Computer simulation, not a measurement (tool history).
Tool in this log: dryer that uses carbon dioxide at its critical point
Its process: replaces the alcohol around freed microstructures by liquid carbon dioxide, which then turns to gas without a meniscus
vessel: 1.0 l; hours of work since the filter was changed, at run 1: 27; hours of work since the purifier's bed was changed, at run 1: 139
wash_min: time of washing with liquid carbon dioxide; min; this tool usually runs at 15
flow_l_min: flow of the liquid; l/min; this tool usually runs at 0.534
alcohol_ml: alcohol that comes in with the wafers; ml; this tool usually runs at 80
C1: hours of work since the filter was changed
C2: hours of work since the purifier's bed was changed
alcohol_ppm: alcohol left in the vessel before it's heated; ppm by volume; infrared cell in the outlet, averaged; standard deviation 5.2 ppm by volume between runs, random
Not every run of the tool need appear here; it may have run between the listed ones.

Run 1, hour 0.0: usual settings; C1 27; C2 139. Result: alcohol_ppm 150 ppm by volume.
Run 2, hour 15.8: usual settings but wash_min 12 min; C1 36; C2 147. Result: alcohol_ppm 443 ppm by volume.
Run 3, hour 27.0: usual settings but wash_min 12 min; C1 41; C2 153. Result: alcohol_ppm 460 ppm by volume.
Run 4, hour 38.1: usual settings but wash_min 12 min; C1 47; C2 159. Result: alcohol_ppm 468 ppm by volume.
Run 5, hour 61.9: usual settings but wash_min 12 min; C1 60; C2 172. Result: alcohol_ppm 486 ppm by volume.
Run 6, hour 87.4: usual settings; C1 73; C2 185. Result: alcohol_ppm 179 ppm by volume.
Run 7, hour 101.3: usual settings; C1 81; C2 192. Result: alcohol_ppm 185 ppm by volume.
Run 8, hour 117.2: usual settings but alcohol_ml 64 ml; C1 89; C2 201. Result: alcohol_ppm 154 ppm by volume.
Run 9, hour 141.1: usual settings but alcohol_ml 64 ml; C1 102; C2 213. Result: alcohol_ppm 169 ppm by volume.
Run 10, hour 161.5: usual settings but alcohol_ml 39 ml; C1 112; C2 224. Result: alcohol_ppm 142 ppm by volume.
Run 11, hour 183.2: usual settings but alcohol_ml 39 ml; C1 124; C2 235. Result: alcohol_ppm 151 ppm by volume.
Run 12, hour 198.0: usual settings but alcohol_ml 39 ml; C1 132; C2 243. Result: alcohol_ppm 139 ppm by volume.
Run 13, hour 212.6: usual settings but alcohol_ml 56 ml; C1 139; C2 251. Result: alcohol_ppm 183 ppm by volume.
Run 14, hour 224.2: usual settings but alcohol_ml 56 ml; C1 145; C2 257. Result: alcohol_ppm 184 ppm by volume.
Run 15, hour 243.8: usual settings but flow_l_min 0.509 l/min, alcohol_ml 56 ml; C1 156; C2 267. Result: alcohol_ppm 226 ppm by volume.
Run 16, hour 254.6: usual settings but wash_min 10 min, flow_l_min 0.335 l/min, alcohol_ml 33 ml; C1 161; C2 273. Result: alcohol_ppm 2421 ppm by volume.
Run 17, hour 274.3: usual settings but wash_min 10 min, flow_l_min 0.335 l/min, alcohol_ml 29 ml; C1 172; C2 283. Result: alcohol_ppm 2203 ppm by volume.
Run 18, hour 298.9: usual settings but wash_min 10 min, flow_l_min 0.335 l/min, alcohol_ml 29 ml; C1 185; C2 296. Result: alcohol_ppm 2227 ppm by volume.
Run 19, hour 320.1: usual settings but wash_min 17 min, flow_l_min 0.717 l/min, alcohol_ml 83 ml; C1 196; C2 308. Result: alcohol_ppm 98 ppm by volume.
Run 20, hour 332.8: usual settings but wash_min 17 min, flow_l_min 0.717 l/min, alcohol_ml 83 ml; C1 203; C2 314. Result: alcohol_ppm 102 ppm by volume.
Run 21, hour 345.4: usual settings but wash_min 17 min, flow_l_min 0.717 l/min, alcohol_ml 83 ml; C1 209; C2 321. Result: alcohol_ppm 100 ppm by volume.
Run 22, hour 368.2: usual settings but wash_min 17 min, flow_l_min 0.717 l/min, alcohol_ml 83 ml; C1 221; C2 333. Result: alcohol_ppm 102 ppm by volume.
Run 23, hour 393.4: usual settings but wash_min 17 min, flow_l_min 0.717 l/min, alcohol_ml 83 ml; C1 234; C2 346. Result: alcohol_ppm 119 ppm by volume.
Run 24, hour 418.0: usual settings but wash_min 17 min, flow_l_min 0.717 l/min, alcohol_ml 83 ml; C1 247; C2 359. Result: alcohol_ppm 121 ppm by volume.
Run 25, hour 439.7: usual settings but wash_min 10 min, alcohol_ml 43 ml; C1 259; C2 371. Result: alcohol_ppm 941 ppm by volume.
Run 26, hour 454.2: usual settings but wash_min 10 min, alcohol_ml 43 ml; C1 266; C2 378. Result: alcohol_ppm 948 ppm by volume.
Run 27, hour 470.2: usual settings but wash_min 13 min, alcohol_ml 45 ml; C1 275; C2 387. Result: alcohol_ppm 384 ppm by volume.
Run 28, hour 492.6: usual settings but wash_min 14 min, flow_l_min 0.828 l/min, alcohol_ml 61 ml; C1 287; C2 398. Result: alcohol_ppm 139 ppm by volume.

Consider 5 possible next runs. They are alternatives, not a sequence: every one starts from the tool as it was left by run 28. What does each give?
Run A, hour 506.6: usual settings but wash_min 21 min, flow_l_min 0.845 l/min, alcohol_ml 96 ml; C1 294; C2 406. Result: alcohol_ppm ?.
Run B, hour 506.6: usual settings but wash_min 19 min, flow_l_min 0.828 l/min, alcohol_ml 24 ml; C1 294; C2 406. Result: alcohol_ppm ?.
Run C, hour 506.6: usual settings but wash_min 18 min, flow_l_min 0.512 l/min, alcohol_ml 29 ml; C1 294; C2 406. Result: alcohol_ppm ?.
Run D, hour 506.6: usual settings but flow_l_min 0.553 l/min; C1 294; C2 406. Result: alcohol_ppm ?.
Run E, hour 506.6: usual settings but wash_min 24 min, flow_l_min 0.506 l/min, alcohol_ml 46 ml; C1 294; C2 406. Result: alcohol_ppm ?.

run  alcohol_ppm
  A          120
  B          121
  C          159
  D          311
  E          121
Take away the tool's hidden state, keep each run's random variation, and the runs would have read:
run  alcohol_ppm
  A           10
  B            7
  C           20
  D           81
  E            1
